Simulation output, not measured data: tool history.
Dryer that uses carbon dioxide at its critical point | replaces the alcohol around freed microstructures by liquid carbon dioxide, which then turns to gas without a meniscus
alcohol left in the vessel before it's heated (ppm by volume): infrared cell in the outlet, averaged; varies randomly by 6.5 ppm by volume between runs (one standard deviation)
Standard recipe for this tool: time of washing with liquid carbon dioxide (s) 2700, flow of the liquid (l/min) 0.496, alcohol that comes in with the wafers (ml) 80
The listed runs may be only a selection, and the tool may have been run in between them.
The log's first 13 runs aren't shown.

run	day	time of washing with liquid carbon dioxide (s)	flow of the liquid (l/min)	alcohol that comes in with the wafers (ml)	alcohol left in the vessel before it's heated (ppm by volume)
14	10.788	1680	0.496	80	1837
15	11.733	1680	0.496	80	1868
16	12.317	1680	0.496	80	1898
17	12.858	1680	0.749	80	636
18	14.058	1680	0.749	80	659
19	14.783	3600	0.669	77	222
20	15.888	3600	0.599	75	248
21	17.017	2580	0.496	56	567
22	18.054	1920	0.496	60	1211
23	18.683	1800	0.318	49	2751
24	19.817	2040	0.496	29	649
25	20.908	3900	0.496	80	317
26	21.817	3900	0.496	80	332
27	22.717	3900	0.496	80	335
28	23.354	3900	0.496	80	341
# day 23.875: inlet filter changed
29	24.142	3900	0.496	77	299
30	24.942	2700	0.352	35	706
31	25.858	2700	0.352	35	713
32	26.829	2700	0.352	35	730
33	27.367	2700	0.352	35	745

Predict each of these 3 candidate next runs independently; none follows another, all start after run 33:
A	28.592	3780	0.303	113	?
B	28.592	3420	0.797	47	?
C	28.592	2700	0.331	80	?

run	alcohol left in the vessel before it's heated (ppm by volume)
A	1161
B	279
C	1666
With no hidden state in the tool, these same runs would have given:
run	alcohol left in the vessel before it's heated (ppm by volume)
A	806
B	14
C	1282
